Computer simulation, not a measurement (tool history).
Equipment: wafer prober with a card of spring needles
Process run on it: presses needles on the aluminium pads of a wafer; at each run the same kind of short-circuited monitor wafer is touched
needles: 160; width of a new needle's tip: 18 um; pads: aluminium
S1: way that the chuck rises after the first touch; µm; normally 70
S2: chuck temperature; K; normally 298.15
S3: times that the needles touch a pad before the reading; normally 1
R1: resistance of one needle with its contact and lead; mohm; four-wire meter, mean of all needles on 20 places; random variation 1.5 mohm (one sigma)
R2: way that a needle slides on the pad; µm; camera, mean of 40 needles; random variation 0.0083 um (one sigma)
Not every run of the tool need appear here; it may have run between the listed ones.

run,hour,S1,S2,S3,R1,R2
1,0,70,298.15,1,203,15.941
# hour 7.1: tips cleaned on abrasive film
# hour 25.6: tips cleaned on abrasive film
2,42.1,70,345.15,1,209,15.914
# hour 45.9: tips cleaned on abrasive film
# hour 65.3: tips cleaned on abrasive film
# hour 86.1: tips cleaned on abrasive film
# hour 86.4: height of the first contact set anew
3,96.6,70,345.15,1,196,15.956
# hour 105.5: tips cleaned on abrasive film
# hour 125.8: tips cleaned on abrasive film
4,134.3,70,345.15,1,202,15.957
# hour 146: tips cleaned on abrasive film
# hour 164.6: tips cleaned on abrasive film
5,170.6,70,345.15,1,188,15.927
# hour 183.6: tips cleaned on abrasive film
# hour 204.3: tips cleaned on abrasive film
6,204.8,70,298.15,1,144,15.904
# hour 224.3: tips cleaned on abrasive film
# hour 241.5: height of the first contact set anew
# hour 245.1: tips cleaned on abrasive film
7,251.8,70,298.15,2,166,15.942
# hour 265.2: tips cleaned on abrasive film
# hour 285.6: tips cleaned on abrasive film
8,287.1,70,298.15,2,142,15.921
# hour 306.8: tips cleaned on abrasive film
9,316.4,70,298.15,2,171,15.907
# hour 327.5: tips cleaned on abrasive film
# hour 348.8: tips cleaned on abrasive film
10,357.3,70,298.15,1,188,15.909
# hour 368.2: tips cleaned on abrasive film
# hour 390.2: tips cleaned on abrasive film
# hour 399.4: height of the first contact set anew
# hour 410.2: tips cleaned on abrasive film
11,417.6,70,298.15,1,181,15.937
# hour 428.3: tips cleaned on abrasive film
# hour 447.2: tips cleaned on abrasive film
12,453.2,70,298.15,1,180,15.928
# hour 469.3: tips cleaned on abrasive film
# hour 487.2: tips cleaned on abrasive film
# hour 507.2: tips cleaned on abrasive film
13,508,70,298.15,1,154,15.897
# hour 528: tips cleaned on abrasive film
# hour 546: tips cleaned on abrasive film
14,548.1,70,298.15,1,156,15.885
# hour 556: height of the first contact set anew
# hour 567.4: tips cleaned on abrasive film
15,578.7,70,298.15,1,199,15.953
# hour 587.6: tips cleaned on abrasive film
# hour 608: tips cleaned on abrasive film
16,623.7,57,358.15,3,183,12.968
# hour 627.4: tips cleaned on abrasive film
# hour 647.2: tips cleaned on abrasive film
17,653.8,65,304.15,1,195,14.768
# hour 666.8: tips cleaned on abrasive film
# hour 685.6: tips cleaned on abrasive film
# hour 704.3: tips cleaned on abrasive film
18,704.8,65,304.15,1,144,14.759
# hour 712.5: height of the first contact set anew
# hour 723.8: tips cleaned on abrasive film
# hour 743.6: tips cleaned on abrasive film
# hour 761.5: tips cleaned on abrasive film
19,769,65,304.15,1,195,14.777
# hour 782.4: tips cleaned on abrasive film
# hour 801.7: tips cleaned on abrasive film
20,801.7,55,298.15,1,154,12.49
# hour 821: tips cleaned on abrasive film
# hour 840: tips cleaned on abrasive film
21,840,70,360.15,1,149,15.89

Expected results for the next run?
# hour 860.9: tips cleaned on abrasive film
# hour 869.4: height of the first contact set anew
# hour 882.3: tips cleaned on abrasive film
22,886.2,65,298.15,2,?,?

Run 22 yielded R1 158 mohm, R2 14.794 µm.
Had the tool carried no hidden state, the very same run would have given R1 137 mohm, R2 14.801 µm.
